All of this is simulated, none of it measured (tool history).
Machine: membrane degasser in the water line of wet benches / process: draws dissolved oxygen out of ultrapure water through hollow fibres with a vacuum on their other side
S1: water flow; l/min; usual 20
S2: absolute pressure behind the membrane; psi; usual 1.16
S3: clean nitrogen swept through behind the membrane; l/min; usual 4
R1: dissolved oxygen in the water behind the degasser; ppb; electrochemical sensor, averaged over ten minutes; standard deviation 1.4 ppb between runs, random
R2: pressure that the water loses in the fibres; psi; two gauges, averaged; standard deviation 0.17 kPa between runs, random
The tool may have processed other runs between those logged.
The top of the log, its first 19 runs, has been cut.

run	hour	S1	S2	S3	R1	R2
20	2112.4	24	1.318	2.88	245.9	4.969
21	2240.1	24	1.318	2.88	245.4	4.995
22	2368.3	12	1.511	2.58	104.6	2.493
23	2519.6	12	1.511	2.58	105.6	2.529
24	2627.5	12	1.511	2.58	103.2	2.499
25	2734.1	20	1.149	4	141.7	4.132
26	2798.5	20	1.182	8.57	118.1	4.171
27	2901	29	1.16	9.74	228.5	6.077

Forecast run 28:
28	3002.6	24	2.711	1.77	?	?

R1: 588.9 ppb
R2: 4.982 psi
Had the tool carried no hidden state, the very same run would have given R1 566.6 ppb, R2 4.801 psi.

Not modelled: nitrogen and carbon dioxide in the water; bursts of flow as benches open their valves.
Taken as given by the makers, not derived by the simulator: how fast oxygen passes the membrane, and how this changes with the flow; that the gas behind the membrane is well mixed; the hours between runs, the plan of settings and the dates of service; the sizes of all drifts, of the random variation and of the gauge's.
